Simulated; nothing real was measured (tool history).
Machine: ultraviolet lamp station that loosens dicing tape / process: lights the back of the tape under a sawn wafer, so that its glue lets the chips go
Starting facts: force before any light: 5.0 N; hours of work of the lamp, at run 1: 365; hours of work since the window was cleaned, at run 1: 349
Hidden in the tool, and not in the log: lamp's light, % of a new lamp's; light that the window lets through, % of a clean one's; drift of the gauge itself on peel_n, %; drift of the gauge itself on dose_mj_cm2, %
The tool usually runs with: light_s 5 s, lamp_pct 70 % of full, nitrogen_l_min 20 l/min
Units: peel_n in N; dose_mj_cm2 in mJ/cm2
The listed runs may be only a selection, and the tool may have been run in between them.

run	hour	light_s	lamp_pct	nitrogen_l_min	hours of work of the lamp	hours of work since the window was cleaned	peel_n	dose_mj_cm2
1	0	5	70	20	365	349	0.789	151
2	10.4	5	70	20	369	353	0.779	149
3	28.1	5	70	20	377	361	0.804	146
4	45.6	5	70	20	384	368	0.824	147
5	61.7	8	70	20	391	375	0.342	226
6	83.1	5	70	20	400	384	0.828	144
7	103.6	5	84	20	409	393	0.604	172
8	120.2	5	84	20	416	400	0.589	173
9	133.8	5	84	20	422	406	0.639	173
10	156.2	5	84	20	432	415	0.62	170
11	177.5	5	84	20	441	425	0.65	166
12	191.9	5	70	9	447	431	1.407	138
13	207	5	70	20	453	437	0.906	138
14	216.6	8	70	20	457	441	0.376	220
15	230.3	5	70	20	463	447	0.902	138
16	248.4	5	70	20	471	455	0.913	137
17	269.4	5	70	20	480	464	0.938	140
18	285.2	5	70	20	487	471	0.937	132
19	302.7	5	70	22	494	478	0.922	131
20	316.5	5	70	22	500	484	0.921	131
21	326.6	5	70	22	505	488	0.942	134
22	341.7	5	84	12	511	495	0.996	156
23	353.3	5	98	20	516	500	0.56	180
24	373.9	5	98	20	525	509	0.55	185
25	384.1	2	70	20	529	513	2.558	51
26	406.4	6	63	10	539	522	1.329	139
27	420.4	5	65	21	545	528	1.096	117
28	431.8	5	65	21	549	533	1.094	120
29	453	5	66	18	559	542	1.19	120
30	473.1	5	70	17	567	551	1.153	126
31	492.8	3	70	17	576	559	2.112	75
32	514.2	3	70	11	585	568	2.453	75
33	535.1	10	70	7	594	577	0.742	243
34	557.6	10	70	7	603	587	0.733	242
35	578.8	2	70	20	612	596	2.633	48
36	596.6	10	97	6	620	604	0.449	323
37	618.2	4	89	26	629	613	0.951	125
38	629.9	9	70	8	634	618	0.803	217
39	649.8	2	90	15	643	626	2.516	59
40	663.7	7	90	15	649	632	0.502	210

Results per run with the tool's hidden condition removed, run-to-run variation unchanged:
run	peel_n	dose_mj_cm2
1	0.476	199
2	0.467	197
3	0.472	195
4	0.479	198
5	0.194	307
6	0.473	196
7	0.322	236
8	0.306	238
9	0.333	238
10	0.317	237
11	0.328	235
12	0.857	196
13	0.48	197
14	0.189	315
15	0.464	198
16	0.471	198
17	0.473	202
18	0.475	195
19	0.455	194
20	0.45	195
21	0.455	198
22	0.491	234
23	0.245	272
24	0.236	280
25	1.822	79
26	0.692	214
27	0.529	182
28	0.522	186
29	0.572	188
30	0.539	198
31	1.279	119
32	1.589	119
33	0.287	393
34	0.283	395
35	1.787	79
36	0.169	537
37	0.377	206
38	0.294	359
39	1.584	100
40	0.182	356
